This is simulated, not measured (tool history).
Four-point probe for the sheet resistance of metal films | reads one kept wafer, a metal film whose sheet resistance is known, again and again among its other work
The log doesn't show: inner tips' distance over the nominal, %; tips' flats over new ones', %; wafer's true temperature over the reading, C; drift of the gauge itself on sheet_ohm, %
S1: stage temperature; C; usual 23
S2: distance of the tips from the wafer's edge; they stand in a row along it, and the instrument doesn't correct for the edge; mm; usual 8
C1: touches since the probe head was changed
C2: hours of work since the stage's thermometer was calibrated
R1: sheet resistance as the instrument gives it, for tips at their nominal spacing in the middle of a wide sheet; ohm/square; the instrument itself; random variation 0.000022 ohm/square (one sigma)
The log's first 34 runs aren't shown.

| run | day | S1 | S2 | C1 | C2 | R1 |
|---|---|---|---|---|---|---|
| 35 | 61.792 | 34 | 8 | 82626 | 700 | 0.108284 |
| 36 | 63.275 | 34 | 8 | 83526 | 715 | 0.108217 |
| 37 | 64.462 | 25 | 40 | 84247 | 726 | 0.109412 |
| 38 | 66.804 | 30 | 9 | 85669 | 749 | 0.108786 |
| 39 | 69.054 | 29 | 4 | 87037 | 771 | 0.109683 |
| 40 | 70.762 | 30 | 18 | 88073 | 788 | 0.108608 |
| 41 | 72.304 | 30 | 18 | 89010 | 803 | 0.108675 |
| 42 | 73.321 | 21 | 48 | 89628 | 813 | 0.109997 |
| 43 | 74.383 | 29 | 6 | 90272 | 824 | 0.109181 |
| 44 | 75.862 | 29 | 6 | 91172 | 838 | 0.109130 |

3 ways to go on from here, each from the tool as it stands after run 44. What would each give?
| A | 76.883 | 25 | 66 | 91791 | 848 | ? |
| B | 76.883 | 30 | 8 | 91791 | 848 | ? |
| C | 76.883 | 29 | 8 | 91791 | 848 | ? |

| run | R1 |
|---|---|
| A | 0.109405 |
| B | 0.108873 |
| C | 0.109002 |
Without the tool's hidden state the same runs would have given:
| run | R1 |
|---|---|
| A | 0.109410 |
| B | 0.108878 |
| C | 0.109007 |
